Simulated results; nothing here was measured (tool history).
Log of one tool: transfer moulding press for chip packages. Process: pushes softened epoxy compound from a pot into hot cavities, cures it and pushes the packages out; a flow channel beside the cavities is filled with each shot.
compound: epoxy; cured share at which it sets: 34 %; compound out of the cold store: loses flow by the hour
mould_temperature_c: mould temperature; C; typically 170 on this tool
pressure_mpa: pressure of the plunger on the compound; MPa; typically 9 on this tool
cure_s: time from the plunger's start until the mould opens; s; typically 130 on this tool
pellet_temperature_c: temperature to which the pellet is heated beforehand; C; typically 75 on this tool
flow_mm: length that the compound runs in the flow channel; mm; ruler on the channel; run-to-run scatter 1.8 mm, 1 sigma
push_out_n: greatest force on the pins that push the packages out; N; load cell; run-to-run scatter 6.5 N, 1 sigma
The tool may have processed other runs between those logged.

run   hour  mould_temperature_c  pressure_mpa  cure_s  pellet_temperature_c  incoming compound's hours out of the cold store  flow_mm  push_out_n
  1      0                  170             9     130                    75                                             38.1      579         378
  2   20.1                  170             9     130                    75                                              9.3      626         432
  3   34.8                  176             9     130                    75                                             38.1      557         374
  4     51                  170             9     130                    75                                             45.4      562         449
      56.3  -- cavities cleaned with cleaning compound and waxed
  5   68.4                  170             9     130                    75                                             38.9      571         298
      74.8  -- plunger's sealing rings changed
  6   85.8                  170             9     130                    75                                             30.4      607         330
  7     94                  170         10.76     150                    76                                             32.7      657         340
  8  113.6                  170         10.76     150                    76                                              8.3      706         345
  9  128.8                  175          9.67     138                    83                                             36.8      596         384
 10  147.5                  162          9.67     138                    72                                             31.4      659         649
     155.7  -- cavities cleaned with cleaning compound and waxed
 11  162.3                  162          9.67     138                    72                                             27.7      663         407

Alternative continuations, all from the tool just after run 11; predict every row:
  A  171.8                  162          9.67     130                    72                                             22.4        ?           ?
  B  171.8                  170          8.26     130                    75                                             29.3        ?           ?
  C  171.8                  176          10.8     130                    75                                             39.8        ?           ?

run  flow_mm  push_out_n
  A      671         520
  B      582         320
  C      623         279
What these runs would have given with no unlogged condition in the tool:
run  flow_mm  push_out_n
  A      680         429
  B      590         260
  C      631         225
